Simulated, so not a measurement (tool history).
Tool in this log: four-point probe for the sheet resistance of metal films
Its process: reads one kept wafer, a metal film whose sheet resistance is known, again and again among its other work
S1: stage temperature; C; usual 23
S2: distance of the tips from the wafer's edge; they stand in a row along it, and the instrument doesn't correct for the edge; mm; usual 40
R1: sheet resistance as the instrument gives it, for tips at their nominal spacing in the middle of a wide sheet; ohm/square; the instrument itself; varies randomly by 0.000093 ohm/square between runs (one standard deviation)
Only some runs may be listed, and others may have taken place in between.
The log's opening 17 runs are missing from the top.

run,hour,S1,S2,R1
18,780.1,23,40,0.461969
19,830.0,23,40,0.461783
20,894.1,23,40,0.461663
21,930.3,23,40,0.461456
# hour 934.2: stage's thermometer calibrated
22,978.2,23,55,0.461261
23,1010.7,25,64,0.461013
24,1054.9,27,55,0.460934
25,1101.0,35,4,0.464359
26,1167.5,25,17,0.460854
27,1229.6,25,17,0.460705
28,1268.4,29,14,0.460804
29,1297.7,34,6,0.462063
# hour 1315.5: stage's thermometer calibrated, once more
30,1328.5,21,10,0.462285
31,1369.3,30,26,0.461525
32,1423.3,23,7,0.462826
33,1457.5,23,9,0.462343
34,1523.0,30,40,0.461105

What does the tool deliver on the next run?
35,1582.2,30,40,?

{"run 35": {"R1": 0.461071}}
Minus the tool's unlogged condition, the same run would have read R1 0.464152 ohm/square.
